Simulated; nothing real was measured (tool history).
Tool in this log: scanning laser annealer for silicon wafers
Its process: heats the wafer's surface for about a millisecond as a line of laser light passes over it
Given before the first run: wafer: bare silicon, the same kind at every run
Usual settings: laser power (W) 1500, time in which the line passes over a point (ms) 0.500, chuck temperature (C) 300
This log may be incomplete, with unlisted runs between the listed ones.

| run | day | laser power (W) | time in which the line passes over a point (ms) | chuck temperature (C) | highest temperature of the surface (C) |
|---|---|---|---|---|---|
| 1 | 0.000 | 1500 | 0.500 | 300 | 1000 |
| 2 | 0.292 | 1500 | 0.500 | 300 | 1001 |
| 3 | 0.692 | 1500 | 0.500 | 300 | 1004 |
| 4 | 1.058 | 1500 | 0.500 | 300 | 999 |
| 5 | 1.662 | 1500 | 0.500 | 300 | 1000 |
| 6 | 2.225 | 1500 | 0.500 | 300 | 999 |
| 7 | 2.625 | 1500 | 0.500 | 300 | 999 |
| 8 | 3.121 | 1500 | 0.500 | 321 | 1022 |
| 9 | 3.583 | 1276 | 0.500 | 300 | 870 |
| 10 | 4.104 | 1500 | 0.562 | 300 | 1047 |
| 11 | 4.554 | 1500 | 0.562 | 300 | 1044 |
| 12 | 4.804 | 1500 | 0.500 | 301 | 997 |
| 13 | 5.083 | 1500 | 0.500 | 301 | 997 |
| 14 | 5.467 | 1560 | 0.421 | 300 | 963 |
| 15 | 5.921 | 1560 | 0.421 | 261 | 924 |
| 16 | 6.392 | 1379 | 0.523 | 316 | 959 |
| 17 | 6.917 | 1379 | 0.523 | 316 | 961 |
| 18 | 7.488 | 1424 | 0.385 | 335 | 898 |
| 19 | 8.021 | 1544 | 0.576 | 330 | 1112 |
| 20 | 8.375 | 1500 | 0.457 | 300 | 961 |
| 21 | 8.629 | 1481 | 0.386 | 337 | 928 |
| 22 | 9.196 | 1481 | 0.386 | 337 | 929 |
| 23 | 9.512 | 1632 | 0.386 | 273 | 941 |
| 24 | 9.808 | 1632 | 0.386 | 273 | 942 |
| 25 | 10.325 | 1632 | 0.386 | 273 | 942 |
| 26 | 10.642 | 1480 | 0.553 | 270 | 992 |

Selected run-to-run steps in highest temperature of the surface (C), each split into two signed amounts: the part the tool would show with no hidden state at all (from settings, incoming material and random variation), and the remainder, which goes to the hidden state together with any gauge scatter not common to the measured and the hidden-state-free results:
What the log doesn't record here: light that passes the window, % of a clean one's; laser's true power over the reading, %; width of the line over the set one, %; drift of the gauge itself on peak_c, C.
Run 9 -> 10: laser power (W) 1276 -> 1500, time in which the line passes over a point (ms) 0.500 -> 0.562. highest temperature of the surface (C) +177: hidden state -4, all else +181.
Run 18 -> 19: laser power (W) 1424 -> 1544, time in which the line passes over a point (ms) 0.385 -> 0.576, chuck temperature (C) 335 -> 330. highest temperature of the surface (C) +214: hidden state -6, all else +220.
